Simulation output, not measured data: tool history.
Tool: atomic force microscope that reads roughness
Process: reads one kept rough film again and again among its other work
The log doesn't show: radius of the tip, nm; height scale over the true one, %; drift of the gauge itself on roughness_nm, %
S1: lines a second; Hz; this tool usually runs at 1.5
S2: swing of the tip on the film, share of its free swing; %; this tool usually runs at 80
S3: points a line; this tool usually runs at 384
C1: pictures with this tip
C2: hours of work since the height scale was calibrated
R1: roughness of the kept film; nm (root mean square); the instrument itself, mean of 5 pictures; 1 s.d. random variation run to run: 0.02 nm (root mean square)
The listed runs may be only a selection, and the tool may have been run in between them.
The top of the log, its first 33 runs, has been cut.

run 34 hour=771.2 | S1=1.5 S2=90 S3=1005 | C1=43 C2=402 | R1=4.552
run 35 hour=805.2 | S1=1.45 S2=56 S3=267 | C1=75 C2=418 | R1=5.215
run 36 hour=820.2 | S1=2.2 S2=56 S3=751 | C1=88 C2=425 | R1=5.041
run 37 hour=839.1 | S1=2.2 S2=56 S3=751 | C1=106 C2=434 | R1=5.023
run 38 hour=860.6 | S1=2.2 S2=56 S3=751 | C1=126 C2=445 | R1=4.954
-- hour=865.5 new tip fitted
run 39 hour=887.7 | S1=0.64 S2=86 S3=384 | C1=20 C2=457 | R1=5.176
run 40 hour=913.3 | S1=1.86 S2=86 S3=1011 | C1=44 C2=469 | R1=4.517
run 41 hour=943.4 | S1=1.5 S2=72 S3=384 | C1=72 C2=484 | R1=4.913
run 42 hour=972.3 | S1=1.5 S2=78 S3=384 | C1=98 C2=497 | R1=4.706
run 43 hour=989 | S1=1.5 S2=86 S3=384 | C1=114 C2=505 | R1=4.387
-- hour=1008.8 new tip fitted
run 44 hour=1009.2 | S1=1.5 S2=86 S3=384 | C1=0 C2=515 | R1=4.791
run 45 hour=1031.1 | S1=1.5 S2=86 S3=384 | C1=20 C2=525 | R1=4.761
run 46 hour=1045.7 | S1=2.98 S2=59 S3=303 | C1=34 C2=532 | R1=5.107
run 47 hour=1070 | S1=2.39 S2=81 S3=548 | C1=56 C2=543 | R1=4.465
run 48 hour=1094.5 | S1=0.71 S2=68 S3=563 | C1=79 C2=555 | R1=5.153
run 49 hour=1127 | S1=0.71 S2=68 S3=563 | C1=109 C2=570 | R1=5.089
run 50 hour=1141.2 | S1=0.71 S2=68 S3=563 | C1=122 C2=577 | R1=5.044

Forecast each of these 3 alternatives for the next run:
-- hour=1151.1 new tip fitted
run A hour=1166 | S1=0.84 S2=61 S3=563 | C1=14 C2=589 | R1=?
-- hour=1151.1 new tip fitted
run B hour=1166 | S1=1.18 S2=59 S3=563 | C1=14 C2=589 | R1=?
-- hour=1151.1 new tip fitted
run C hour=1166 | S1=3.08 S2=68 S3=563 | C1=14 C2=589 | R1=?

run=A R1=5.471
run=B R1=5.437
run=C R1=4.963
The same runs, with their run-to-run variation unchanged, on a tool lacking any hidden condition would have given:
run=A R1=5.493
run=B R1=5.459
run=C R1=4.983

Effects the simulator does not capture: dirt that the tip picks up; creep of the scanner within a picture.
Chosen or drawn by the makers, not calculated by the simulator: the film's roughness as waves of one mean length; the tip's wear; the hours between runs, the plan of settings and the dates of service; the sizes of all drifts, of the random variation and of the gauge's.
